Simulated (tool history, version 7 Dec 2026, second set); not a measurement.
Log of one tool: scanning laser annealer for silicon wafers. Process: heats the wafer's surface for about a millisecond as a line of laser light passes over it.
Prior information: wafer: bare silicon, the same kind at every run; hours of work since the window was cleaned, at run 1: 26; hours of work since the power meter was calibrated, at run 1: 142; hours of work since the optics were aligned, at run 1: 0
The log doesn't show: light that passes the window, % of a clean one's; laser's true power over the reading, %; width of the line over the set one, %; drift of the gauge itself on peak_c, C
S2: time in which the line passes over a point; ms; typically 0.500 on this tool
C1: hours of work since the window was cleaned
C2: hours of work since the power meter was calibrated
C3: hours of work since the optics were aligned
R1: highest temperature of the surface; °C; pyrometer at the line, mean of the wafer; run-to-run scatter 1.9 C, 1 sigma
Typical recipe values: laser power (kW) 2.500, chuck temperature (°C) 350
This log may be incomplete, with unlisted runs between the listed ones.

{"run": 1, "hour": 0.0, "laser power (kW)": 2.5, "S2": 0.5, "chuck temperature (°C)": 350, "C1": 26, "C2": 142, "C3": 0, "R1": 1189}
{"run": 2, "hour": 6.6, "laser power (kW)": 2.684, "S2": 0.5, "chuck temperature (°C)": 350, "C1": 30, "C2": 146, "C3": 4, "R1": 1268}
{"run": 3, "hour": 20.2, "laser power (kW)": 2.684, "S2": 0.5, "chuck temperature (°C)": 350, "C1": 38, "C2": 154, "C3": 12, "R1": 1264}
{"run": 4, "hour": 29.2, "laser power (kW)": 2.684, "S2": 0.5, "chuck temperature (°C)": 350, "C1": 44, "C2": 160, "C3": 18, "R1": 1257}
{"run": 5, "hour": 40.4, "laser power (kW)": 2.684, "S2": 0.5, "chuck temperature (°C)": 350, "C1": 51, "C2": 167, "C3": 25, "R1": 1259}
{"run": 6, "hour": 50.9, "laser power (kW)": 2.5, "S2": 0.5, "chuck temperature (°C)": 350, "C1": 57, "C2": 173, "C3": 31, "R1": 1184}
{"run": 7, "hour": 56.8, "laser power (kW)": 2.5, "S2": 0.5, "chuck temperature (°C)": 350, "C1": 61, "C2": 177, "C3": 35, "R1": 1186}
{"run": 8, "hour": 63.7, "laser power (kW)": 2.5, "S2": 0.5, "chuck temperature (°C)": 372, "C1": 65, "C2": 181, "C3": 39, "R1": 1206}
{"run": 9, "hour": 73.6, "laser power (kW)": 2.5, "S2": 0.5, "chuck temperature (°C)": 350, "C1": 71, "C2": 187, "C3": 45, "R1": 1187}
{"run": 10, "hour": 80.8, "laser power (kW)": 2.5, "S2": 0.5, "chuck temperature (°C)": 350, "C1": 76, "C2": 192, "C3": 50, "R1": 1182}
{"run": 11, "hour": 94.3, "laser power (kW)": 2.5, "S2": 0.5, "chuck temperature (°C)": 350, "C1": 84, "C2": 200, "C3": 58, "R1": 1183}
{"run": 12, "hour": 100.4, "laser power (kW)": 2.5, "S2": 0.5, "chuck temperature (°C)": 350, "C1": 88, "C2": 204, "C3": 62, "R1": 1187}
{"run": 13, "hour": 109.8, "laser power (kW)": 2.5, "S2": 0.5, "chuck temperature (°C)": 350, "C1": 94, "C2": 209, "C3": 68, "R1": 1185}
{"run": 14, "hour": 119.2, "laser power (kW)": 2.5, "S2": 0.5, "chuck temperature (°C)": 384, "C1": 99, "C2": 215, "C3": 74, "R1": 1217}
{"run": 15, "hour": 125.1, "laser power (kW)": 2.5, "S2": 0.5, "chuck temperature (°C)": 384, "C1": 103, "C2": 219, "C3": 77, "R1": 1217}
{"run": 16, "hour": 131.6, "laser power (kW)": 2.5, "S2": 0.5, "chuck temperature (°C)": 350, "C1": 107, "C2": 223, "C3": 81, "R1": 1179}
{"run": 17, "hour": 140.7, "laser power (kW)": 2.5, "S2": 0.5, "chuck temperature (°C)": 350, "C1": 113, "C2": 229, "C3": 87, "R1": 1180}
{"run": 18, "hour": 151.2, "laser power (kW)": 2.415, "S2": 0.5, "chuck temperature (°C)": 350, "C1": 119, "C2": 235, "C3": 93, "R1": 1149}
{"run": 19, "hour": 163.2, "laser power (kW)": 2.415, "S2": 0.5, "chuck temperature (°C)": 350, "C1": 127, "C2": 242, "C3": 101, "R1": 1150}
{"run": 20, "hour": 171.6, "laser power (kW)": 2.617, "S2": 0.5, "chuck temperature (°C)": 350, "C1": 132, "C2": 248, "C3": 106, "R1": 1229}
{"run": 21, "hour": 180.2, "laser power (kW)": 2.617, "S2": 0.5, "chuck temperature (°C)": 350, "C1": 137, "C2": 253, "C3": 111, "R1": 1225}
{"run": 22, "hour": 186.1, "laser power (kW)": 2.416, "S2": 0.611, "chuck temperature (°C)": 318, "C1": 141, "C2": 257, "C3": 115, "R1": 1186}
{"hour": 189.2, "done": "window over the wafer cleaned"}
{"run": 23, "hour": 200.7, "laser power (kW)": 2.416, "S2": 0.611, "chuck temperature (°C)": 318, "C1": 7, "C2": 264, "C3": 123, "R1": 1178}
{"run": 24, "hour": 214.9, "laser power (kW)": 2.416, "S2": 0.611, "chuck temperature (°C)": 318, "C1": 16, "C2": 273, "C3": 131, "R1": 1176}
{"run": 25, "hour": 220.8, "laser power (kW)": 2.5, "S2": 0.6, "chuck temperature (°C)": 332, "C1": 20, "C2": 277, "C3": 135, "R1": 1220}
{"run": 26, "hour": 227.5, "laser power (kW)": 2.279, "S2": 0.351, "chuck temperature (°C)": 379, "C1": 24, "C2": 281, "C3": 139, "R1": 1010}
{"run": 27, "hour": 241.4, "laser power (kW)": 2.279, "S2": 0.351, "chuck temperature (°C)": 379, "C1": 32, "C2": 290, "C3": 148, "R1": 1014}
{"run": 28, "hour": 254.4, "laser power (kW)": 2.279, "S2": 0.351, "chuck temperature (°C)": 320, "C1": 40, "C2": 298, "C3": 156, "R1": 955}
{"run": 29, "hour": 260.2, "laser power (kW)": 2.48, "S2": 0.465, "chuck temperature (°C)": 378, "C1": 44, "C2": 301, "C3": 159, "R1": 1167}
{"hour": 263.2, "done": "window over the wafer cleaned, once more"}
{"run": 30, "hour": 268.2, "laser power (kW)": 2.418, "S2": 0.545, "chuck temperature (°C)": 314, "C1": 3, "C2": 305, "C3": 163, "R1": 1147}
{"run": 31, "hour": 278.1, "laser power (kW)": 2.443, "S2": 0.439, "chuck temperature (°C)": 338, "C1": 9, "C2": 311, "C3": 169, "R1": 1110}
{"run": 32, "hour": 289.0, "laser power (kW)": 2.701, "S2": 0.537, "chuck temperature (°C)": 350, "C1": 16, "C2": 318, "C3": 176, "R1": 1289}
{"run": 33, "hour": 295.4, "laser power (kW)": 2.701, "S2": 0.537, "chuck temperature (°C)": 350, "C1": 20, "C2": 322, "C3": 180, "R1": 1291}
{"run": 34, "hour": 307.3, "laser power (kW)": 2.5, "S2": 0.516, "chuck temperature (°C)": 356, "C1": 27, "C2": 329, "C3": 187, "R1": 1198}
{"run": 35, "hour": 318.9, "laser power (kW)": 2.369, "S2": 0.516, "chuck temperature (°C)": 326, "C1": 34, "C2": 336, "C3": 195, "R1": 1116}
{"run": 36, "hour": 331.9, "laser power (kW)": 2.225, "S2": 0.516, "chuck temperature (°C)": 387, "C1": 42, "C2": 344, "C3": 202, "R1": 1121}
{"run": 37, "hour": 344.8, "laser power (kW)": 2.741, "S2": 0.511, "chuck temperature (°C)": 388, "C1": 50, "C2": 352, "C3": 210, "R1": 1326}
{"run": 38, "hour": 352.6, "laser power (kW)": 2.5, "S2": 0.403, "chuck temperature (°C)": 350, "C1": 55, "C2": 357, "C3": 215, "R1": 1112}
{"run": 39, "hour": 360.0, "laser power (kW)": 2.674, "S2": 0.61, "chuck temperature (°C)": 352, "C1": 60, "C2": 362, "C3": 220, "R1": 1332}

5 options for the next run, each taken on its own from the tool as it stands now. Forecast them:
{"run": "A", "hour": 366.1, "laser power (kW)": 2.26, "S2": 0.425, "chuck temperature (°C)": 352, "C1": 64, "C2": 365, "C3": 224, "R1": "?"}
{"run": "B", "hour": 366.1, "laser power (kW)": 2.271, "S2": 0.5, "chuck temperature (°C)": 350, "C1": 64, "C2": 365, "C3": 224, "R1": "?"}
{"run": "C", "hour": 366.1, "laser power (kW)": 2.202, "S2": 0.5, "chuck temperature (°C)": 350, "C1": 64, "C2": 365, "C3": 224, "R1": "?"}
{"run": "D", "hour": 366.1, "laser power (kW)": 2.5, "S2": 0.596, "chuck temperature (°C)": 313, "C1": 64, "C2": 365, "C3": 224, "R1": "?"}
{"run": "E", "hour": 366.1, "laser power (kW)": 2.674, "S2": 0.427, "chuck temperature (°C)": 352, "C1": 64, "C2": 365, "C3": 224, "R1": "?"}

run=A R1=1040
run=B R1=1087
run=C R1=1063
run=D R1=1207
run=E R1=1192
Without the tool's hidden state the same runs would have given:
run=A R1=1048
run=B R1=1096
run=C R1=1071
run=D R1=1218
run=E R1=1202
